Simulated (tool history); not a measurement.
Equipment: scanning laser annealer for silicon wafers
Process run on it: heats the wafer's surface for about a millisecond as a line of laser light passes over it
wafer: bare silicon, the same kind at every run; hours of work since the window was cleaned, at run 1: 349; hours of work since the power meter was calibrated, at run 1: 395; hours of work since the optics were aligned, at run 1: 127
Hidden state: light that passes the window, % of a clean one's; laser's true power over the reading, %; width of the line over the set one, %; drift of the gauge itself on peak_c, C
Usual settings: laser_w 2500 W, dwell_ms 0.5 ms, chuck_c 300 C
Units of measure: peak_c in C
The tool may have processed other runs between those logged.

run	day	laser_w	dwell_ms	chuck_c	hours of work since the window was cleaned	hours of work since the power meter was calibrated	hours of work since the optics were aligned	peak_c
1	0	2500	0.5	300	349	395	127	1034
2	0.988	2500	0.5	300	363	409	141	1032
3	1.788	2500	0.5	300	374	421	152	1033
4	2.279	2514	0.5	300	381	428	159	1038
5	2.9	2514	0.5	300	390	436	168	1033
6	3.796	2514	0.5	300	403	449	181	1035
7	4.492	2514	0.5	300	412	459	191	1034
8	5.504	2230	0.554	300	427	473	205	985
9	6.288	2235	0.362	269	438	485	216	844
# day 6.467: laser's power meter calibrated
10	7.475	2265	0.5	338	453	14	231	1006
11	8.338	2230	0.536	310	465	27	243	987
12	9.358	2500	0.598	324	480	41	258	1115
13	10.138	2500	0.598	324	491	52	269	1114

Here are 3 independent what-if runs from the current tool condition. What would each one return?
A	10.704	2500	0.417	318	499	60	277	?
B	10.704	2500	0.5	266	499	60	277	?
C	10.704	2500	0.371	300	499	60	277	?

run	peak_c
A	992
B	994
C	942
With no hidden state in the tool, these same runs would have given:
run	peak_c
A	1008
B	1011
C	957
